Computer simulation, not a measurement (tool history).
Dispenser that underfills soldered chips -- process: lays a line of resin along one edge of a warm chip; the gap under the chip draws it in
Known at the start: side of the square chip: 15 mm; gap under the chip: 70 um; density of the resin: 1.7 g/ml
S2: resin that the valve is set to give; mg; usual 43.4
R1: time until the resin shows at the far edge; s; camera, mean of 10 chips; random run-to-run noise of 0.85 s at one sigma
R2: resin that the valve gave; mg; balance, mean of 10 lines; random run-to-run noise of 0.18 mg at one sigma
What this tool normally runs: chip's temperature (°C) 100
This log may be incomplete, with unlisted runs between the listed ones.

{"run": 1, "hour": 0.0, "chip's temperature (°C)": 100, "S2": 43.4, "R1": 133.8, "R2": 41.68}
{"hour": 2.3, "done": "new syringe of resin"}
{"run": 2, "hour": 14.1, "chip's temperature (°C)": 100, "S2": 43.4, "R1": 123.5, "R2": 41.51}
{"hour": 17.2, "done": "new syringe of resin"}
{"run": 3, "hour": 27.5, "chip's temperature (°C)": 100, "S2": 43.4, "R1": 117.9, "R2": 41.18}
{"hour": 31.6, "done": "new syringe of resin"}
{"run": 4, "hour": 39.8, "chip's temperature (°C)": 100, "S2": 47, "R1": 110.5, "R2": 44.6}
{"hour": 46.7, "done": "new syringe of resin"}
{"run": 5, "hour": 52.4, "chip's temperature (°C)": 100, "S2": 47, "R1": 98, "R2": 44.28}
{"run": 6, "hour": 59.7, "chip's temperature (°C)": 96, "S2": 43.4, "R1": 147.5, "R2": 40.93}
{"hour": 61.9, "done": "new syringe of resin"}
{"hour": 67.0, "done": "dispensing valve cleaned and set on the balance"}
{"run": 7, "hour": 71.4, "chip's temperature (°C)": 100, "S2": 43.4, "R1": 109, "R2": 43.07}
{"hour": 77.6, "done": "new syringe of resin"}
{"run": 8, "hour": 79.7, "chip's temperature (°C)": 106, "S2": 43.4, "R1": 74.5, "R2": 43.13}
{"run": 9, "hour": 91.6, "chip's temperature (°C)": 100, "S2": 43.4, "R1": 139.9, "R2": 42.96}
{"hour": 92.5, "done": "new syringe of resin"}
{"run": 10, "hour": 98.4, "chip's temperature (°C)": 100, "S2": 43.4, "R1": 99.1, "R2": 42.8}
{"hour": 107.6, "done": "new syringe of resin"}
{"run": 11, "hour": 112.3, "chip's temperature (°C)": 100, "S2": 43.4, "R1": 90.3, "R2": 42.59}
{"hour": 122.0, "done": "new syringe of resin"}
{"run": 12, "hour": 125.0, "chip's temperature (°C)": 100, "S2": 43.4, "R1": 86.6, "R2": 42.51}
{"run": 13, "hour": 131.4, "chip's temperature (°C)": 100, "S2": 41.4, "R1": 115.1, "R2": 40.23}
{"hour": 136.9, "done": "new syringe of resin"}
{"run": 14, "hour": 145.2, "chip's temperature (°C)": 100, "S2": 41.4, "R1": 113.3, "R2": 40.18}
{"hour": 151.4, "done": "new syringe of resin"}
{"run": 15, "hour": 157.7, "chip's temperature (°C)": 100, "S2": 41.4, "R1": 102.1, "R2": 39.79}
{"run": 16, "hour": 164.5, "chip's temperature (°C)": 100, "S2": 41.4, "R1": 133.1, "R2": 39.88}
{"hour": 166.7, "done": "new syringe of resin"}
{"run": 17, "hour": 174.0, "chip's temperature (°C)": 110, "S2": 47, "R1": 79.9, "R2": 44.94}
{"run": 18, "hour": 180.3, "chip's temperature (°C)": 90, "S2": 41.4, "R1": 181.6, "R2": 39.58}
{"hour": 181.8, "done": "new syringe of resin"}
{"run": 19, "hour": 190.8, "chip's temperature (°C)": 94, "S2": 37.4, "R1": 135.9, "R2": 35.85}
{"hour": 196.4, "done": "new syringe of resin"}
{"run": 20, "hour": 199.4, "chip's temperature (°C)": 94, "S2": 37.4, "R1": 105.9, "R2": 35.95}
{"hour": 211.8, "done": "new syringe of resin"}
{"run": 21, "hour": 213.4, "chip's temperature (°C)": 106, "S2": 42.4, "R1": 71.1, "R2": 40.35}
{"run": 22, "hour": 225.6, "chip's temperature (°C)": 96, "S2": 37.8, "R1": 158.9, "R2": 35.78}
{"hour": 226.8, "done": "new syringe of resin"}
{"run": 23, "hour": 236.1, "chip's temperature (°C)": 105, "S2": 43.4, "R1": 96.8, "R2": 40.73}
{"hour": 241.6, "done": "new syringe of resin"}
{"hour": 251.1, "done": "dispensing valve cleaned and set on the balance"}
{"run": 24, "hour": 251.1, "chip's temperature (°C)": 98, "S2": 45.5, "R1": 117.2, "R2": 45.56}
{"hour": 257.8, "done": "new syringe of resin"}
{"run": 25, "hour": 263.9, "chip's temperature (°C)": 93, "S2": 45.6, "R1": 120, "R2": 45.28}
{"hour": 272.7, "done": "new syringe of resin"}
{"run": 26, "hour": 274.9, "chip's temperature (°C)": 93, "S2": 45.6, "R1": 104.1, "R2": 45.4}
{"run": 27, "hour": 285.9, "chip's temperature (°C)": 93, "S2": 45.6, "R1": 160.6, "R2": 44.97}
{"hour": 287.4, "done": "new syringe of resin"}
{"run": 28, "hour": 297.1, "chip's temperature (°C)": 88, "S2": 55.5, "R1": 164.4, "R2": 54.87}

Run 29, settings as shown, results not yet in. Your forecast:
{"hour": 302.8, "done": "new syringe of resin"}
{"run": 29, "hour": 310.8, "chip's temperature (°C)": 98, "S2": 46.1, "R1": "?", "R2": "?"}

Run 29 came out at R1 112.8 s, R2 45.05 mg.
Take away the tool's hidden state, keep the run-to-run variation as it was, and the same run would have given R1 83.4 s, R2 45.93 mg.
